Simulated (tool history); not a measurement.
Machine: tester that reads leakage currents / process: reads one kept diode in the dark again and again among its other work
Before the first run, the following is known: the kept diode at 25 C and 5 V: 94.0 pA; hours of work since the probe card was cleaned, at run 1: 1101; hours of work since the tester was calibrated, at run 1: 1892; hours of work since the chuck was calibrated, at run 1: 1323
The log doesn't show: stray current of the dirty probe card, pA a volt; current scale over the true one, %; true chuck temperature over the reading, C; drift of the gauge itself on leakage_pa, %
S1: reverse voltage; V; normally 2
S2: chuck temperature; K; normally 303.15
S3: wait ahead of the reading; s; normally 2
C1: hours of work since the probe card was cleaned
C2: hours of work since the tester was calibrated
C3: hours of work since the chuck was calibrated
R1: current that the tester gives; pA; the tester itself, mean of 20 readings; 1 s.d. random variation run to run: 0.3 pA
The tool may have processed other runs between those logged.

run      day     S1      S2    S3    C1    C2    C3      R1
  1        0      2  303.15     2  1101  1892  1323    86.4
       0.742  -- chuck's temperature calibrated
  2    3.521      2  303.15     2  1167  1958    53  102.87
  3    5.654      2  303.15     2  1208  1999    94  102.08
  4    7.908      2  303.15     2  1251  2042   138  101.15
  5   12.162      2  303.15     2  1333  2124   219  101.39
      14.721  -- tester calibrated
  6   16.442   10.2  303.15     2  1413    33   300  196.58
  7   19.892   10.2  303.15     2  1480    99   366  194.19
  8   22.333   10.2  303.15     2  1526   146   413  195.04
  9   25.246   10.2  303.15     2  1582   202   468  193.13
 10   29.554   10.2  303.15     2  1665   285   551  190.64
 11   33.283   5.77  303.15     2  1736   356   623  148.38
 12   35.504      2  303.15     2  1779   399   665   94.83
 13   39.317      2  303.15     2  1852   472   738   94.72
 14   42.025      2  303.15  5.94  1904   524   790   93.84
 15   46.188      2  329.15     2  1984   604   870  680.01
 16   49.679      2  294.15     2  2051   671   937   43.85
 17   53.467      2  322.15     2  2124   743  1010  403.55
 18   57.129  10.16  322.15     2  2194   814  1080  768.65
 19   59.821  16.95  303.15  0.49  2246   865  1132   236.9
 20   62.954   7.19  303.15  0.49  2306   925  1192   158.2
 21   64.804   7.19  303.15  0.49  2341   961  1227  158.32
 22   67.875   1.51  295.15  1.03  2400  1020  1286   40.68
 23   69.808   1.51  295.15  1.03  2437  1057  1323   40.56
       70.75  -- chuck's temperature calibrated
 24   74.021   1.51  295.15  1.03  2516  1136    63   46.83
 25   75.942   1.51  295.15  1.03  2553  1173   100   46.99
 26   79.383   1.51  295.15  1.03  2619  1239   166   46.48
 27    83.25      2  303.15  4.55  2693  1313   240   99.91
 28   87.229      2  303.15  4.55  2770  1389   316   98.44
 29   91.075   1.06  333.15   8.5  2844  1463   390  727.02
 30   94.438  10.89  303.15  0.49  2908  1528   454  209.53
      96.654  -- probe card cleaned and baked
 31    97.35      2  314.15     2    13  1581   508  228.84
 32  100.638    3.6  307.15  1.04    76  1644   571  164.06
 33    103.7    3.6  307.15  1.04   135  1703   630  164.27
 34    106.8    3.6  296.15  0.92   195  1763   689   65.16
 35  110.854    3.6  307.15  0.92   272  1840   767  161.94

Each row is a separate what-if for the run after 35, all from the same tool condition, not one after another. Results?
  A  114.988  1.12  303.15     2  352  1920  846   ?
  B  114.988   3.6  302.15  0.92  352  1920  846   ?
  C  114.988  1.34  326.15  4.73  352  1920  846   ?
  D  114.988   3.6  303.15  0.92  352  1920  846   ?
  E  114.988  13.7  319.15  0.68  352  1920  846   ?

run      R1
  A   71.91
  B  106.32
  C  462.74
  D  115.41
  E  701.78
What these runs would have given with no unlogged condition in the tool:
run      R1
  A   79.58
  B  117.21
  C  505.47
  D   127.2
  E  766.83
